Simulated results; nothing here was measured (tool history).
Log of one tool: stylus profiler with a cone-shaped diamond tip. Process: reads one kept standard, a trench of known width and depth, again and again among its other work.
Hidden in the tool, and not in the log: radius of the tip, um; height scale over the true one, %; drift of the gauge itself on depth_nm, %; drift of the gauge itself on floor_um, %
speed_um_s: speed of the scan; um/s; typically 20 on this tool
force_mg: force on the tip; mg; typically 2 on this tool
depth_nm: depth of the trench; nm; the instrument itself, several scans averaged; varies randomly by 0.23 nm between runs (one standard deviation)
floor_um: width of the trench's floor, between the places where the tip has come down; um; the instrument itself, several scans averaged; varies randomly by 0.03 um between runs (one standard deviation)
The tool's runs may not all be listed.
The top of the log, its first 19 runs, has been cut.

run,hour,speed_um_s,force_mg,scans with this tip,hours of work since the height scale was calibrated,depth_nm,floor_um
20,757.6,72,0.67,13554,76,1004.17,44.31
21,801.3,18,2.98,13802,109,1011.51,44.67
22,832.5,30,2,13978,133,1008.63,44.57
23,860.2,8,1.58,14136,154,1007.13,44.59
24,886.2,16,2.77,14283,174,1010.5,44.6
25,938.8,7,1.88,14581,214,1007.82,44.58
26,986.1,32,2,14849,250,1008.25,44.48
27,1039,26,2,15149,291,1007.85,44.46
28,1080.6,26,2,15385,323,1008.01,44.48
29,1136.7,6,1.33,15703,365,1005.97,44.46
30,1171.6,54,1.85,15900,392,1007.07,44.29
31,1214.3,54,1.85,16143,425,1007.25,44.26
32,1243.2,24,1.85,16306,447,1007.05,44.36
33,1269.4,24,4.78,16455,467,1014.76,44.37
34,1305.2,20,5.25,16658,494,1015.46,44.33
35,1356.3,20,5.25,16947,533,1015.53,44.32
36,1387.1,24,5.57,17122,556,1016.19,44.25

Each row is a separate what-if for the run after 36, all from the same tool condition, not one after another. Results?
A,1427.7,8,1.53,17352,588,?,?
B,1427.7,20,1.59,17352,588,?,?
C,1427.7,20,3.41,17352,588,?,?
D,1427.7,6,1.67,17352,588,?,?

run,depth_nm,floor_um
A,1005.71,44.28
B,1005.78,44.25
C,1010.97,44.31
D,1006.15,44.36
With no hidden state in the tool, these same runs would have given:
run,depth_nm,floor_um
A,1007.45,46.47
B,1007.53,46.45
C,1012.73,46.5
D,1007.9,46.55

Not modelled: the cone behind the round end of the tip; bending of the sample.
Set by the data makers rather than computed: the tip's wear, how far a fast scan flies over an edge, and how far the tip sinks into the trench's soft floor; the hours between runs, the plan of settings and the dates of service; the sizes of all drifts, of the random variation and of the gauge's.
